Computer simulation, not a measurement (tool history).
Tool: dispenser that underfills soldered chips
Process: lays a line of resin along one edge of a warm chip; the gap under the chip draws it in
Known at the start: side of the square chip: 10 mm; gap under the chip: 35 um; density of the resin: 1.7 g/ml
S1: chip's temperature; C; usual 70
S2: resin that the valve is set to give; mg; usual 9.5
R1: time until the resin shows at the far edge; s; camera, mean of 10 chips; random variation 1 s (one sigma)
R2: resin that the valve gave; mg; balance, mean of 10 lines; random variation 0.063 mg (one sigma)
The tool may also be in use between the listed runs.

Run 1, hour 0: usual settings. Result: R1 156.1 s, R2 8.83 mg.
At hour 5.7: new syringe of resin.
Run 2, hour 11.6: usual settings. Result: R1 134.3 s, R2 8.66 mg.
At hour 19.6: new syringe of resin.
Run 3, hour 26.5: usual settings. Result: R1 136.9 s, R2 8.74 mg.
At hour 33.9: new syringe of resin.
Run 4, hour 40.1: usual settings. Result: R1 136.5 s, R2 8.46 mg.
At hour 47.8: new syringe of resin.
Run 5, hour 55.5: usual settings but S1 74 C. Result: R1 126.9 s, R2 8.52 mg.
At hour 61.8: new syringe of resin.
Run 6, hour 67.4: usual settings but S1 74 C. Result: R1 113.3 s, R2 8.52 mg.
At hour 75.3: new syringe of resin.
Run 7, hour 81.2: usual settings but S2 9.98 mg. Result: R1 134 s, R2 8.73 mg.
At hour 88.9: new syringe of resin.
At hour 96.7: dispensing valve cleaned and set on the balance.
Run 8, hour 96.7: usual settings but S2 9.98 mg. Result: R1 133.5 s, R2 10.05 mg.
At hour 103.2: new syringe of resin.
Run 9, hour 106.4: usual settings. Result: R1 116.9 s, R2 9.47 mg.
At hour 116.4: new syringe of resin.
Run 10, hour 116.4: usual settings. Result: R1 99.6 s, R2 9.39 mg.
Run 11, hour 126.6: usual settings. Result: R1 166.8 s, R2 9.37 mg.
At hour 130.1: new syringe of resin.
Run 12, hour 140.4: usual settings but S1 56 C. Result: R1 311.3 s, R2 9.19 mg.
At hour 143.4: new syringe of resin.
Run 13, hour 155.2: usual settings but S1 56 C. Result: R1 319.8 s, R2 9.11 mg.
At hour 157.1: new syringe of resin.
Run 14, hour 165.4: usual settings but S1 56 C. Result: R1 269.8 s, R2 9.12 mg.
At hour 171.5: new syringe of resin.
Run 15, hour 179.1: usual settings but S1 56 C. Result: R1 269.4 s, R2 9.08 mg.
At hour 185: new syringe of resin.
Run 16, hour 192.9: usual settings but S1 56 C. Result: R1 275.5 s, R2 8.78 mg.
At hour 199.1: new syringe of resin.
Run 17, hour 205.9: usual settings but S1 56 C. Result: R1 262.5 s, R2 8.83 mg.
At hour 212.9: new syringe of resin.
Run 18, hour 218.9: usual settings but S1 60 C, S2 11.99 mg. Result: R1 202.8 s, R2 11.04 mg.
At hour 226.4: new syringe of resin.
Run 19, hour 227.1: usual settings but S1 63 C, S2 8.86 mg. Result: R1 142.1 s, R2 8.23 mg.
At hour 239.9: new syringe of resin.
Run 20, hour 242.7: usual settings but S1 63 C, S2 11.56 mg. Result: R1 152 s, R2 10.42 mg.
Run 21, hour 250.6: usual settings but S1 75 C, S2 9.46 mg. Result: R1 140.3 s, R2 8.47 mg.
At hour 254.2: new syringe of resin.
Run 22, hour 262.6: usual settings but S1 78 C, S2 9.91 mg. Result: R1 109.6 s, R2 8.83 mg.
At hour 267.4: new syringe of resin.
Run 23, hour 274.5: usual settings but S1 69 C, S2 9.91 mg. Result: R1 150.5 s, R2 8.74 mg.
At hour 280.7: new syringe of resin.
Run 24, hour 289: usual settings but S1 69 C, S2 9.91 mg. Result: R1 162.6 s, R2 8.69 mg.
At hour 294.9: new syringe of resin.
Run 25, hour 295.9: usual settings but S1 64 C, S2 8.67 mg. Result: R1 140.1 s, R2 7.57 mg.
At hour 308.4: new syringe of resin.
At hour 310.5: dispensing valve cleaned and set on the balance.
Run 26, hour 311.1: usual settings but S1 64 C, S2 8.67 mg. Result: R1 141.8 s, R2 8.62 mg.

The next listed run, before its measurement:
Run 27, hour 319.1: usual settings but S1 64 C, S2 8.67 mg. Result: R1 ?, R2 ?.

Run 27 gave R1 212.7 s, R2 8.56 mg.
Without the tool's hidden state the same run would have given R1 122.2 s, R2 8.6 mg.
